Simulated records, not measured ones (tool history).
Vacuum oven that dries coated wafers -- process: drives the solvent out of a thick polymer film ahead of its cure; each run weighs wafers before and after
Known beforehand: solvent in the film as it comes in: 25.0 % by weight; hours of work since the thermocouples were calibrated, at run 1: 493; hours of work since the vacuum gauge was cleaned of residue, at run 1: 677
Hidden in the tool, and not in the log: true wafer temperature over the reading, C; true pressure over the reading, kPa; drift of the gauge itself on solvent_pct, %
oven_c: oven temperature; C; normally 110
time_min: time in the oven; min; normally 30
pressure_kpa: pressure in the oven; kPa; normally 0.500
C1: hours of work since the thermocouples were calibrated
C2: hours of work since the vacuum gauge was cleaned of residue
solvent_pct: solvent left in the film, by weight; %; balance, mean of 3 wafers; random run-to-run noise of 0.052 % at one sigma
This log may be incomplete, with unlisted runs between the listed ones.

{"run": 1, "hour": 0.0, "oven_c": 110, "time_min": 30, "pressure_kpa": 0.5, "C1": 493, "C2": 677, "solvent_pct": 1.77}
{"run": 2, "hour": 14.6, "oven_c": 110, "time_min": 30, "pressure_kpa": 1.115, "C1": 500, "C2": 684, "solvent_pct": 1.94}
{"run": 3, "hour": 37.9, "oven_c": 110, "time_min": 30, "pressure_kpa": 1.628, "C1": 511, "C2": 694, "solvent_pct": 2.26}
{"run": 4, "hour": 53.4, "oven_c": 110, "time_min": 30, "pressure_kpa": 0.5, "C1": 517, "C2": 701, "solvent_pct": 1.71}
{"run": 5, "hour": 65.6, "oven_c": 110, "time_min": 21, "pressure_kpa": 0.5, "C1": 523, "C2": 707, "solvent_pct": 3.39}
{"run": 6, "hour": 79.5, "oven_c": 110, "time_min": 30, "pressure_kpa": 0.5, "C1": 529, "C2": 713, "solvent_pct": 1.79}
{"run": 7, "hour": 105.9, "oven_c": 110, "time_min": 30, "pressure_kpa": 0.5, "C1": 541, "C2": 725, "solvent_pct": 1.73}
{"run": 8, "hour": 130.8, "oven_c": 110, "time_min": 30, "pressure_kpa": 0.5, "C1": 552, "C2": 736, "solvent_pct": 1.73}
{"run": 9, "hour": 143.6, "oven_c": 110, "time_min": 30, "pressure_kpa": 0.5, "C1": 558, "C2": 742, "solvent_pct": 1.7}
{"run": 10, "hour": 167.4, "oven_c": 110, "time_min": 30, "pressure_kpa": 0.5, "C1": 569, "C2": 753, "solvent_pct": 1.75}
{"run": 11, "hour": 193.5, "oven_c": 110, "time_min": 17, "pressure_kpa": 0.5, "C1": 581, "C2": 764, "solvent_pct": 4.76}
{"run": 12, "hour": 209.7, "oven_c": 110, "time_min": 17, "pressure_kpa": 0.5, "C1": 588, "C2": 772, "solvent_pct": 4.74}
{"run": 13, "hour": 224.4, "oven_c": 110, "time_min": 17, "pressure_kpa": 0.5, "C1": 594, "C2": 778, "solvent_pct": 4.94}
{"run": 14, "hour": 241.2, "oven_c": 110, "time_min": 30, "pressure_kpa": 1.57, "C1": 602, "C2": 786, "solvent_pct": 2.33}
{"run": 15, "hour": 264.9, "oven_c": 110, "time_min": 30, "pressure_kpa": 0.5, "C1": 613, "C2": 797, "solvent_pct": 1.93}
{"run": 16, "hour": 292.3, "oven_c": 110, "time_min": 30, "pressure_kpa": 0.5, "C1": 625, "C2": 809, "solvent_pct": 1.88}
{"run": 17, "hour": 321.6, "oven_c": 110, "time_min": 30, "pressure_kpa": 0.5, "C1": 638, "C2": 822, "solvent_pct": 1.86}

Expected results for the next run?
{"run": 18, "hour": 334.9, "oven_c": 110, "time_min": 18, "pressure_kpa": 0.913, "C1": 644, "C2": 828, "solvent_pct": "?"}

Run 18 measured solvent_pct 4.59 %.
Had the tool carried no hidden state, the very same run would have given solvent_pct 3.74 %.
